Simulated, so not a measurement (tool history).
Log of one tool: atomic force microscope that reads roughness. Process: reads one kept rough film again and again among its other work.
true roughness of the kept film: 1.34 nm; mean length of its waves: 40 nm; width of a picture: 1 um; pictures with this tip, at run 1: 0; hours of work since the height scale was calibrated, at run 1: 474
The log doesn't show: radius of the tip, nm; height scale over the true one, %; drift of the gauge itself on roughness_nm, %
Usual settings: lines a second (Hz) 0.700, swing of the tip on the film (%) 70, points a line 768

run     day  lines a second (Hz)  swing of the tip on the film (%)  points a line  pictures with this tip  hours of work since the height scale was calibrated  roughness of the kept film (nm (root mean square))
  1   0.000                0.700                                70            768                       0                                                  474                                               1.252
  2   2.004                0.700                                70            768                      49                                                  497                                               1.244
  3   4.042                0.700                                74            768                     100                                                  520                                               1.205
  4   6.329                0.700                                70            768                     156                                                  545                                               1.214
  5   9.067                0.700                                70            768                     224                                                  576                                               1.211
     11.071  -- new tip fitted
  6  11.888                3.144                                70            768                      20                                                  607                                               1.095
  7  14.546                2.085                                77            655                      86                                                  637                                               1.087
  8  15.929                2.472                                73            927                     120                                                  652                                               1.091
  9  18.700                2.578                                70            377                     189                                                  683                                               1.094

The next listed run, before its measurement:
 10  21.708                0.906                                60            979                     263                                                  717                                                   ?

roughness of the kept film (nm (root mean square)): 1.223
Without the tool's hidden state the same run would have given roughness of the kept film (nm (root mean square)) 1.276.
